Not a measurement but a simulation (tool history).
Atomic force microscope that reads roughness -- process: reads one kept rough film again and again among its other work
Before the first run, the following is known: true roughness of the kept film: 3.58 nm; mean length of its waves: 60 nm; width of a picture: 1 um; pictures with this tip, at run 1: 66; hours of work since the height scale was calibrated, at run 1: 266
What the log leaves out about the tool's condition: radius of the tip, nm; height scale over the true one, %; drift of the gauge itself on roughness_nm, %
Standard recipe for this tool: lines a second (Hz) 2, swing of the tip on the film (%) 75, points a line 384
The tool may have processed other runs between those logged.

| run | hour | lines a second (Hz) | swing of the tip on the film (%) | points a line | pictures with this tip | hours of work since the height scale was calibrated | roughness of the kept film (nm (root mean square)) |
|---|---|---|---|---|---|---|---|
| 1 | 0 | 2 | 75 | 384 | 66 | 266 | 3.109 |
| 2 | 17.6 | 2 | 75 | 491 | 93 | 276 | 3.117 |
|  | 27.9 | new tip fitted |
| 3 | 29 | 1.96 | 75 | 491 | 1 | 282 | 3.201 |
| 4 | 54.4 | 1.96 | 75 | 491 | 40 | 297 | 3.185 |
| 5 | 71.7 | 1.96 | 75 | 491 | 67 | 308 | 3.162 |
| 6 | 88.2 | 1.96 | 75 | 491 | 92 | 317 | 3.123 |
|  | 100.8 | new tip fitted |
| 7 | 111.1 | 2 | 66 | 384 | 16 | 331 | 3.291 |
| 8 | 132.1 | 2 | 66 | 384 | 48 | 343 | 3.217 |
| 9 | 143.5 | 2 | 66 | 384 | 66 | 350 | 3.238 |
| 10 | 159.5 | 2 | 66 | 384 | 90 | 359 | 3.2 |
|  | 171.7 | new tip fitted |
| 11 | 181.9 | 2 | 75 | 384 | 15 | 372 | 3.177 |
| 12 | 194 | 2 | 59 | 384 | 34 | 379 | 3.309 |
| 13 | 209.8 | 0.61 | 78 | 384 | 58 | 389 | 3.292 |
| 14 | 223.3 | 0.61 | 59 | 477 | 79 | 397 | 3.368 |
| 15 | 238.4 | 0.65 | 59 | 477 | 102 | 406 | 3.304 |
|  | 243.2 | new tip fitted |
| 16 | 254.6 | 2.37 | 75 | 384 | 18 | 415 | 3.11 |
| 17 | 280.2 | 1.77 | 56 | 384 | 57 | 430 | 3.299 |
| 18 | 301.1 | 1.77 | 56 | 384 | 88 | 442 | 3.283 |
|  | 314.7 | new tip fitted |
| 19 | 323.9 | 1.77 | 85 | 722 | 14 | 455 | 3.067 |
| 20 | 342.3 | 2.28 | 84 | 621 | 43 | 466 | 2.946 |
| 21 | 365.2 | 2.28 | 84 | 621 | 77 | 480 | 2.952 |
| 22 | 379.1 | 0.56 | 76 | 746 | 99 | 488 | 3.296 |
|  | 386.8 | new tip fitted |
| 23 | 393.6 | 0.68 | 75 | 651 | 10 | 496 | 3.355 |

Forecast each of these 5 alternatives for the next run:
| A | 417.7 | 0.75 | 87 | 384 | 47 | 511 | ? |
| B | 417.7 | 2 | 85 | 384 | 47 | 511 | ? |
| C | 417.7 | 2 | 75 | 757 | 47 | 511 | ? |
| D | 417.7 | 3.27 | 74 | 339 | 47 | 511 | ? |
| E | 417.7 | 2 | 78 | 649 | 47 | 511 | ? |

| run | roughness of the kept film (nm (root mean square)) |
|---|---|
| A | 3.202 |
| B | 2.982 |
| C | 3.127 |
| D | 3.003 |
| E | 3.123 |
What these runs would have given with no unlogged condition in the tool:
| run | roughness of the kept film (nm (root mean square)) |
|---|---|
| A | 3.304 |
| B | 3.078 |
| C | 3.227 |
| D | 3.099 |
| E | 3.223 |
